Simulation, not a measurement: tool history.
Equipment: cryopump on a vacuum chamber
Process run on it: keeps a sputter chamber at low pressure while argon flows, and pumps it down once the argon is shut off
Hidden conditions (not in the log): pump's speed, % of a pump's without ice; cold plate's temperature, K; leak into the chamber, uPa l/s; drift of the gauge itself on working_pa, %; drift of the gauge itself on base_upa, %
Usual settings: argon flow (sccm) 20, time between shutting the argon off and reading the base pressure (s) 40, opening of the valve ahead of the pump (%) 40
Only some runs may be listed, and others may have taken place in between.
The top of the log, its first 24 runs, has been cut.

| run | hour | argon flow (sccm) | time between shutting the argon off and reading the base pressure (s) | opening of the valve ahead of the pump (%) | hours of work since the pump was warmed up and emptied | hours of work since the cold head was overhauled | hours of work since the chamber's fittings were tightened | pressure while argon flows (Pa) | pressure after the wait (uPa) |
|---|---|---|---|---|---|---|---|---|---|
| 25 | 298.1 | 17 | 207 | 31 | 532 | 532 | 514 | 0.0474 | 1.02 |
| 26 | 309.4 | 20 | 40 | 24 | 542 | 542 | 524 | 0.0718 | 1.81 |
| 27 | 326.8 | 20 | 40 | 20 | 558 | 558 | 540 | 0.0858 | 1.82 |
| 28 | 341.1 | 20 | 163 | 24 | 570 | 570 | 552 | 0.0725 | 1.15 |
| 29 | 357.6 | 20 | 144 | 57 | 585 | 585 | 567 | 0.0327 | 1.21 |
| 30 | 366.2 | 20 | 41 | 37 | 593 | 593 | 575 | 0.0487 | 1.81 |
| 31 | 375.3 | 20 | 41 | 37 | 601 | 601 | 583 | 0.0486 | 1.87 |
| 32 | 389.4 | 20 | 41 | 38 | 613 | 613 | 595 | 0.0476 | 1.90 |
| 33 | 396.9 | 18 | 269 | 19 | 620 | 620 | 602 | 0.0811 | 1.12 |

Predict each of these 3 candidate next runs independently; none follows another, all start after run 33:
| A | 407.0 | 15 | 22 | 55 | 629 | 629 | 611 | ? | ? |
| B | 407.0 | 37 | 289 | 18 | 629 | 629 | 611 | ? | ? |
| C | 407.0 | 20 | 298 | 40 | 629 | 629 | 611 | ? | ? |

| run | pressure while argon flows (Pa) | pressure after the wait (uPa) |
|---|---|---|
| A | 0.0257 | 2.70 |
| B | 0.1771 | 1.14 |
| C | 0.0449 | 1.10 |
Without the tool's unlogged condition, the same runs would have read:
| run | pressure while argon flows (Pa) | pressure after the wait (uPa) |
|---|---|---|
| A | 0.0226 | 1.87 |
| B | 0.1696 | 0.30 |
| C | 0.0409 | 0.24 |

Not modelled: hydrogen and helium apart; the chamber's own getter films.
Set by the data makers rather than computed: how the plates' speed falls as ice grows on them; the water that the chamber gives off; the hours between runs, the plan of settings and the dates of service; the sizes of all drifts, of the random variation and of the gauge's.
